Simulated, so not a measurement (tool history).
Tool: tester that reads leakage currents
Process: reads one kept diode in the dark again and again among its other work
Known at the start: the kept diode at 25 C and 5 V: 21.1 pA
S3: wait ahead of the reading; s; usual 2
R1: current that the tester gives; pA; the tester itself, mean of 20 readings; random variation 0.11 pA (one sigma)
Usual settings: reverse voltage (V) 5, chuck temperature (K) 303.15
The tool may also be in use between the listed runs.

run 1 hour=0 | reverse_voltage_(V)=5 chuck_temperature_(K)=303.15 S3=2 | R1=34.14
run 2 hour=22.9 | reverse_voltage_(V)=5 chuck_temperature_(K)=303.15 S3=2 | R1=34.28
run 3 hour=46.6 | reverse_voltage_(V)=5 chuck_temperature_(K)=303.15 S3=2 | R1=34.28
run 4 hour=94.2 | reverse_voltage_(V)=5 chuck_temperature_(K)=303.15 S3=2 | R1=34.41
run 5 hour=136.2 | reverse_voltage_(V)=5 chuck_temperature_(K)=303.15 S3=2 | R1=34.36
run 6 hour=165.6 | reverse_voltage_(V)=5 chuck_temperature_(K)=303.15 S3=2 | R1=34.28
run 7 hour=188.1 | reverse_voltage_(V)=15.36 chuck_temperature_(K)=303.15 S3=2 | R1=67.77
run 8 hour=224.9 | reverse_voltage_(V)=15.36 chuck_temperature_(K)=303.15 S3=2 | R1=68.27
run 9 hour=277.5 | reverse_voltage_(V)=13.81 chuck_temperature_(K)=303.15 S3=2 | R1=63.59
run 10 hour=303.8 | reverse_voltage_(V)=5 chuck_temperature_(K)=303.15 S3=2 | R1=34.52
run 11 hour=329.9 | reverse_voltage_(V)=5 chuck_temperature_(K)=303.15 S3=2 | R1=34.54
run 12 hour=367.2 | reverse_voltage_(V)=5 chuck_temperature_(K)=303.15 S3=1.69 | R1=34.61
run 13 hour=392.4 | reverse_voltage_(V)=5 chuck_temperature_(K)=303.15 S3=1.69 | R1=34.7
run 14 hour=433.4 | reverse_voltage_(V)=5 chuck_temperature_(K)=303.15 S3=2 | R1=34.7
-- hour=440.3 chuck's temperature calibrated
run 15 hour=471.7 | reverse_voltage_(V)=5 chuck_temperature_(K)=303.15 S3=1.07 | R1=35.97
run 16 hour=501.9 | reverse_voltage_(V)=5 chuck_temperature_(K)=320.15 S3=1.99 | R1=111.89
run 17 hour=551 | reverse_voltage_(V)=2.22 chuck_temperature_(K)=303.15 S3=1.41 | R1=21.82
run 18 hour=574.1 | reverse_voltage_(V)=2.07 chuck_temperature_(K)=303.15 S3=1.21 | R1=21.15
-- hour=585.8 chuck's temperature calibrated, once more
run 19 hour=603.3 | reverse_voltage_(V)=2.07 chuck_temperature_(K)=303.15 S3=1.21 | R1=20.07
run 20 hour=636.2 | reverse_voltage_(V)=2.07 chuck_temperature_(K)=303.15 S3=1.21 | R1=20.11
run 21 hour=677.2 | reverse_voltage_(V)=5 chuck_temperature_(K)=310.15 S3=0.67 | R1=56.38
run 22 hour=709.6 | reverse_voltage_(V)=3.14 chuck_temperature_(K)=303.15 S3=2 | R1=25.61
run 23 hour=758.1 | reverse_voltage_(V)=5 chuck_temperature_(K)=301.15 S3=0.43 | R1=32.81
run 24 hour=796.5 | reverse_voltage_(V)=3.31 chuck_temperature_(K)=305.15 S3=0.43 | R1=32.4
run 25 hour=823 | reverse_voltage_(V)=1.09 chuck_temperature_(K)=320.15 S3=2 | R1=44.33
run 26 hour=864.1 | reverse_voltage_(V)=10.9 chuck_temperature_(K)=299.15 S3=1.06 | R1=43.21
run 27 hour=896.8 | reverse_voltage_(V)=10.9 chuck_temperature_(K)=304.15 S3=1.06 | R1=59.88
run 28 hour=950.1 | reverse_voltage_(V)=2.62 chuck_temperature_(K)=314.15 S3=5.31 | R1=49.29
run 29 hour=1004.3 | reverse_voltage_(V)=2.62 chuck_temperature_(K)=314.15 S3=5.31 | R1=49.47
run 30 hour=1047.5 | reverse_voltage_(V)=2.62 chuck_temperature_(K)=319.15 S3=1.5 | R1=69.54

Hidden state or all else? Some run-to-run changes of R1, split into what the settings, what came in and random variation would give without the hidden state, and what is left for the hidden state (with any gauge scatter that isn't in both results):
The hidden state here: stray current of the dirty probe card, pA a volt; current scale over the true one, %; true chuck temperature over the reading, C; drift of the gauge itself on leakage_pa, %.
Run 6 -> 7: reverse voltage (V) 5 -> 15.36. R1 +33.49 pA: hidden state +3.55, all else +29.94.
Run 15 -> 16: chuck temperature (K) 303.15 -> 320.15, S3 1.07 -> 1.99. R1 +75.92 pA: hidden state +4.35, all else +71.57.
Run 16 -> 17: reverse voltage (V) 5 -> 2.22, chuck temperature (K) 320.15 -> 303.15, S3 1.99 -> 1.41. R1 -90.07 pA: hidden state -5.77, all else -84.3.
Run 20 -> 21: reverse voltage (V) 2.07 -> 5, chuck temperature (K) 303.15 -> 310.15, S3 1.21 -> 0.67. R1 +36.27 pA: hidden state +1.35, all else +34.92.
